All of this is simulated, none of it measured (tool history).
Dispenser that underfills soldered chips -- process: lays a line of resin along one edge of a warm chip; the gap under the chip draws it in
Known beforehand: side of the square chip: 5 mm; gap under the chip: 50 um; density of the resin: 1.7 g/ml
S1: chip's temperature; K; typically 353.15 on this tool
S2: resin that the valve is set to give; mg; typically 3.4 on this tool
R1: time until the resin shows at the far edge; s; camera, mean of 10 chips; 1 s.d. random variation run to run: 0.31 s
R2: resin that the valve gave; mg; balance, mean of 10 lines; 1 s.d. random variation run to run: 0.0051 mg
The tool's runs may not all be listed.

run,hour,S1,S2,R1,R2
1,0,353.15,3.4,10.3,3.356
2,5.9,353.15,3.4,13.5,3.354
# hour 6.7: new syringe of resin
3,15.2,353.15,3.4,11,3.344
4,20.3,353.15,3.4,13.7,3.333
# hour 22: new syringe of resin
5,27.1,364.15,3.4,6.7,3.327
# hour 36.6: new syringe of resin
6,37.2,364.15,3.4,5.3,3.32
7,44.7,364.15,3.4,7.6,3.309
# hour 47.7: dispensing valve cleaned and set on the balance
# hour 52.4: new syringe of resin
8,52.4,364.15,3.4,5.4,3.409
9,57.6,364.15,3.4,6,3.387
10,64.6,364.15,3.4,8.6,3.385
# hour 67: new syringe of resin
11,75.3,364.15,3.4,7.2,3.377
# hour 82.1: new syringe of resin
12,82.9,364.15,3.4,5.3,3.36
13,89.5,364.15,3.4,7,3.35
14,93.8,353.15,3.4,12.3,3.357
# hour 97.1: new syringe of resin
15,99,353.15,3.4,8.4,3.337
16,107.1,353.15,3.4,11.7,3.332
# hour 111.8: new syringe of resin
17,117.3,347.15,3.4,12.7,3.32
18,125.6,344.15,3.4,19.2,3.304
# hour 126.7: new syringe of resin
19,130.6,344.15,3.03,12.9,2.963
# hour 132.4: dispensing valve cleaned and set on the balance
20,138,356.15,3.03,10.4,3.027
# hour 142.4: new syringe of resin
21,143.2,356.15,3.03,7.7,3.026

Forecast run 22:
22,148.5,348.15,4.05,?,?

R1: 11.9 s
R2: 4.028 mg
Without the tool's hidden state the same run would have given R1 8.7 s, R2 4.046 mg.
